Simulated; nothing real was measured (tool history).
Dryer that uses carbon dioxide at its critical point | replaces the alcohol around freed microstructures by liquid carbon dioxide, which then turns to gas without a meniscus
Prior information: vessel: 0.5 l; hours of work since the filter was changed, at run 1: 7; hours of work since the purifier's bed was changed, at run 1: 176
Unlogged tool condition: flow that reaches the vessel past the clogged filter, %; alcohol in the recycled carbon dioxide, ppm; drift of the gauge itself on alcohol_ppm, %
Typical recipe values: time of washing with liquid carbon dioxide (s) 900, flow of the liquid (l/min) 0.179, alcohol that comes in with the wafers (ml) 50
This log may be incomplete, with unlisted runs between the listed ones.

run  hour  time of washing with liquid carbon dioxide (s)  flow of the liquid (l/min)  alcohol that comes in with the wafers (ml)  hours of work since the filter was changed  hours of work since the purifier's bed was changed  alcohol left in the vessel before it's heated (ppm by volume)
  1   0.0                                             900                       0.179                                          50                                           7                                                 176                                                           1868
  2   4.6                                             900                       0.179                                          50                                          10                                                 179                                                           1927
  3  14.4                                             900                       0.179                                          50                                          16                                                 186                                                           1961
  4  22.4                                             900                       0.179                                          27                                          21                                                 191                                                           1073
  5  32.1                                             900                       0.179                                          30                                          28                                                 197                                                           1213
  6  40.3                                            1440                       0.168                                          20                                          33                                                 203                                                            145
  7  46.7                                             900                       0.281                                          51                                          38                                                 207                                                            232
  8  57.5                                            1320                       0.192                                          32                                          45                                                 214                                                            174
  9  67.8                                             900                       0.274                                          44                                          52                                                 221                                                            246
 10  77.4                                            1320                       0.265                                          35                                          58                                                 227                                                             51

Per-run results on a tool with no hidden state, each run keeping its own random variation:
run  alcohol left in the vessel before it's heated (ppm by volume)
  1                                                           1753
  2                                                           1793
  3                                                           1790
  4                                                            955
  5                                                           1059
  6                                                             97
  7                                                            161
  8                                                            112
  9                                                            162
 10                                                             13

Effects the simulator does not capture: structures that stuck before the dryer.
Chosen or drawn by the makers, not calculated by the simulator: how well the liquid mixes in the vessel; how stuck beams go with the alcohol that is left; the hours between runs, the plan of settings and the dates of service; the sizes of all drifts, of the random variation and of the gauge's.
